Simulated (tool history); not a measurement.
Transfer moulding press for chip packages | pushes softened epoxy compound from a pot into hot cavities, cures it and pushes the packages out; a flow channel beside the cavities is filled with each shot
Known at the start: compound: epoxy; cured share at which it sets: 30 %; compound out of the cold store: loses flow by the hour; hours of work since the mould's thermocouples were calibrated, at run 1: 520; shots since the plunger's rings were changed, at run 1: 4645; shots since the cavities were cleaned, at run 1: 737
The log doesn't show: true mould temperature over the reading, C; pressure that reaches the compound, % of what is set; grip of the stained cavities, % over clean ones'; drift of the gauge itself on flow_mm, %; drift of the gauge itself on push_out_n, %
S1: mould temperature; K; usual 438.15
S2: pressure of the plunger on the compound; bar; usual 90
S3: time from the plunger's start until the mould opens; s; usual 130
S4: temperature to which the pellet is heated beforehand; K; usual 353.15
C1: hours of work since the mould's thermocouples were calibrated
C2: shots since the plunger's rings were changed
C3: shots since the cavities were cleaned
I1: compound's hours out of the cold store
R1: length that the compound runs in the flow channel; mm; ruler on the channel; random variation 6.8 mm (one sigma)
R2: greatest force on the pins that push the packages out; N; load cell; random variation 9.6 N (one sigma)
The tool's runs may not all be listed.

Run 1, hour 0: usual settings; C1 520; C2 4645; C3 737; I1 20. Result: R1 889 mm, R2 454 N.
At hour 5.8: cavities cleaned with cleaning compound and waxed.
Run 2, hour 42.2: usual settings; C1 538; C2 4886; C3 215; I1 26.4. Result: R1 856 mm, R2 450 N.
Run 3, hour 78.1: usual settings but S2 108.8 bar; C1 553; C2 5098; C3 427; I1 38.4. Result: R1 860 mm, R2 443 N.
Run 4, hour 119.9: usual settings but S2 77.3 bar; C1 571; C2 5344; C3 673; I1 27.9. Result: R1 785 mm, R2 456 N.
At hour 133.7: cavities cleaned with cleaning compound and waxed.
Run 5, hour 156: usual settings but S2 109.3 bar; C1 586; C2 5549; C3 132; I1 8.8. Result: R1 1038 mm, R2 452 N.
Run 6, hour 212.3: usual settings but S2 109.3 bar; C1 610; C2 5881; C3 464; I1 17.8. Result: R1 999 mm, R2 459 N.
Run 7, hour 249.2: usual settings; C1 626; C2 6099; C3 682; I1 8. Result: R1 962 mm, R2 464 N.
At hour 262.6: cavities cleaned with cleaning compound and waxed.
Run 8, hour 290.9: usual settings; C1 643; C2 6337; C3 167; I1 10.8. Result: R1 933 mm, R2 462 N.
At hour 327.5: plunger's sealing rings changed.
Run 9, hour 351.5: usual settings but S4 346.15 K; C1 668; C2 142; C3 510; I1 35.8. Result: R1 818 mm, R2 450 N.
At hour 395.6: cavities cleaned with cleaning compound and waxed.
Run 10, hour 401.8: usual settings but S4 346.15 K; C1 689; C2 430; C3 36; I1 40.1. Result: R1 793 mm, R2 438 N.
Run 11, hour 439.3: usual settings; C1 705; C2 652; C3 258; I1 21.2. Result: R1 890 mm, R2 447 N.
Run 12, hour 473.7: usual settings; C1 720; C2 855; C3 461; I1 29.1. Result: R1 842 mm, R2 463 N.
At hour 523.9: cavities cleaned with cleaning compound and waxed.
Run 13, hour 526.5: usual settings but S1 443.15 K, S2 81.4 bar; C1 742; C2 1158; C3 15; I1 46.2. Result: R1 703 mm, R2 409 N.
At hour 575.4: mould's thermocouples calibrated.
Run 14, hour 582.4: usual settings but S1 434.15 K, S2 84.3 bar; C1 3; C2 1476; C3 333; I1 10.1. Result: R1 928 mm, R2 549 N.
Run 15, hour 629: usual settings but S1 435.15 K, S2 86.5 bar, S4 346.15 K; C1 23; C2 1751; C3 608; I1 33.5. Result: R1 818 mm, R2 468 N.
At hour 655: cavities cleaned with cleaning compound and waxed.
Run 16, hour 677.8: usual settings but S1 435.15 K, S2 86.5 bar, S4 346.15 K; C1 43; C2 2031; C3 135; I1 14.3. Result: R1 920 mm, R2 502 N.
Run 17, hour 735.8: usual settings but S1 441.15 K, S2 89.2 bar, S3 159 s, S4 360.15 K; C1 68; C2 2374; C3 478; I1 17.6. Result: R1 887 mm, R2 405 N.
Run 18, hour 768.2: usual settings but S1 443.15 K, S3 167 s; C1 82; C2 2565; C3 669; I1 40.6. Result: R1 748 mm, R2 407 N.
At hour 783: cavities cleaned with cleaning compound and waxed.
Run 19, hour 821.8: usual settings but S1 430.15 K, S2 106.2 bar, S3 141 s, S4 345.15 K; C1 104; C2 2872; C3 228; I1 17.6. Result: R1 1025 mm, R2 592 N.
Run 20, hour 857.8: usual settings but S1 440.15 K, S2 106.9 bar, S3 170 s, S4 359.15 K; C1 120; C2 3085; C3 441; I1 35.4. Result: R1 881 mm, R2 410 N.
Run 21, hour 891: usual settings but S1 440.15 K, S2 106.9 bar, S3 170 s, S4 359.15 K; C1 134; C2 3281; C3 637; I1 36.4. Result: R1 867 mm, R2 414 N.

3 ways to go on from here, each from the tool as it stands after run 21. What would each give?
At hour 912.1: cavities cleaned with cleaning compound and waxed.
Run A, hour 949.9: usual settings but S1 440.15 K, S2 106.9 bar, S3 170 s; C1 159; C2 3620; C3 223; I1 15.5. Result: R1 ?, R2 ?.
At hour 912.1: cavities cleaned with cleaning compound and waxed.
Run B, hour 949.9: usual settings but S1 440.15 K, S2 75.2 bar, S3 170 s, S4 344.15 K; C1 159; C2 3620; C3 223; I1 19.5. Result: R1 ?, R2 ?.
At hour 912.1: cavities cleaned with cleaning compound and waxed.
Run C, hour 949.9: usual settings but S1 446.15 K, S2 108.2 bar, S4 351.15 K; C1 159; C2 3620; C3 223; I1 47. Result: R1 ?, R2 ?.

run   R1   R2
  A  984  416
  B  809  398
  C  810  402
Without the tool's hidden state the same runs would have given:
run   R1   R2
  A  986  414
  B  810  396
  C  811  401
